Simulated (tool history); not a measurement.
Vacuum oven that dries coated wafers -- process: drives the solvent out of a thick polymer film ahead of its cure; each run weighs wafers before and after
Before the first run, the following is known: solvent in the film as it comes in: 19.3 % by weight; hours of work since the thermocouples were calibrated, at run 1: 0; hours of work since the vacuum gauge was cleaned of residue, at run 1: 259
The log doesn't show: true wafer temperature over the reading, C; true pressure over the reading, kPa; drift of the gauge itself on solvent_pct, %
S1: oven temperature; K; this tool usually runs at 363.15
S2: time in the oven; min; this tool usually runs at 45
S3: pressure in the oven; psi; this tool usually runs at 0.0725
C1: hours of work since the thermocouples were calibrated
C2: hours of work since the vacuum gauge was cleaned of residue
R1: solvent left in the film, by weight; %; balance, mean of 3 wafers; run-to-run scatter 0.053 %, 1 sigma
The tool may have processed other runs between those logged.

run,hour,S1,S2,S3,C1,C2,R1
1,0.0,363.15,45,0.0725,0,259,1.81
2,38.7,363.15,45,0.0725,16,275,1.87
3,78.0,363.15,45,0.0725,33,292,1.85
4,102.5,363.15,25,0.0725,44,302,4.64
5,129.6,363.15,45,0.0725,55,314,1.78
6,161.6,363.15,45,0.0725,69,327,1.91
7,195.1,363.15,45,0.0725,83,342,1.95
8,211.1,363.15,45,0.0725,90,349,1.83
9,227.3,363.15,45,0.1054,97,355,2.08
10,257.7,363.15,45,0.1054,110,368,2.02
11,281.4,363.15,45,0.0725,120,379,1.85
12,301.0,363.15,45,0.0425,128,387,1.73
13,317.9,363.15,45,0.0725,136,394,1.81
14,351.5,363.15,45,0.0725,150,408,1.98
15,384.0,363.15,45,0.0725,164,422,1.80
16,419.3,363.15,45,0.0426,179,437,1.77
17,440.5,363.15,45,0.1038,188,446,2.04
18,472.1,363.15,45,0.1038,201,460,2.04
19,493.1,363.15,45,0.1038,210,469,2.07
20,519.6,363.15,45,0.0384,221,480,1.71
21,544.1,372.15,45,0.0384,232,491,0.59
22,564.1,353.15,45,0.0384,240,499,4.47
23,585.9,363.15,45,0.0725,250,508,1.91
24,619.7,363.15,45,0.2448,264,523,2.69
25,653.5,363.15,45,0.0409,279,537,1.84
26,685.9,355.15,37,0.0725,292,551,5.06
27,714.6,363.15,24,0.0725,305,563,4.89
28,732.1,352.15,40,0.1346,312,571,5.97
29,764.6,369.15,75,0.0725,326,585,0.53
30,795.1,363.15,40,0.0725,339,598,2.43
31,828.6,363.15,40,0.0725,353,612,2.58
32,863.3,362.15,36,0.1887,368,627,3.70
33,879.2,362.15,36,0.1887,375,633,3.60
34,911.1,364.15,51,0.1023,388,647,1.52
35,942.4,364.15,51,0.1023,402,660,1.65
36,970.5,357.15,32,0.1027,414,672,5.45
37,990.6,367.15,65,0.2606,422,681,1.54
38,1011.0,367.15,65,0.2606,431,690,1.48
39,1047.1,359.15,45,0.0492,446,705,2.99
40,1068.6,363.15,32,0.0479,456,714,3.40
41,1100.8,373.15,43,0.0725,469,728,0.82
42,1135.6,363.15,26,0.0725,484,743,4.58
43,1169.6,363.15,41,0.0725,499,757,2.42
44,1190.8,363.15,41,0.0725,508,766,2.43
45,1210.6,371.15,41,0.0725,516,775,1.10
46,1236.8,371.15,41,0.0725,527,786,1.03
47,1255.7,369.15,45,0.0579,535,794,1.14
48,1274.3,369.15,45,0.0579,543,802,1.05

Some steps in R1 between neighbouring runs. How much of each would the tool show without its hidden state too (settings, what came in, random variation), and how much is left for the hidden state, with any gauge scatter that isn't in both results?
Run 21 -> 22: S1 372.15 -> 353.15. R1 +3.88 %: hidden state +0.19, all else +3.69.
Run 28 -> 29: S1 352.15 -> 369.15, S2 40 -> 75, S3 0.1346 -> 0.0725. R1 -5.44 %: hidden state -0.22, all else -5.22.
Run 36 -> 37: S1 357.15 -> 367.15, S2 32 -> 65, S3 0.1027 -> 0.2606. R1 -3.91 %: hidden state -0.17, all else -3.74.
Run 41 -> 42: S1 373.15 -> 363.15, S2 43 -> 26. R1 +3.76 %: hidden state +0.22, all else +3.54.
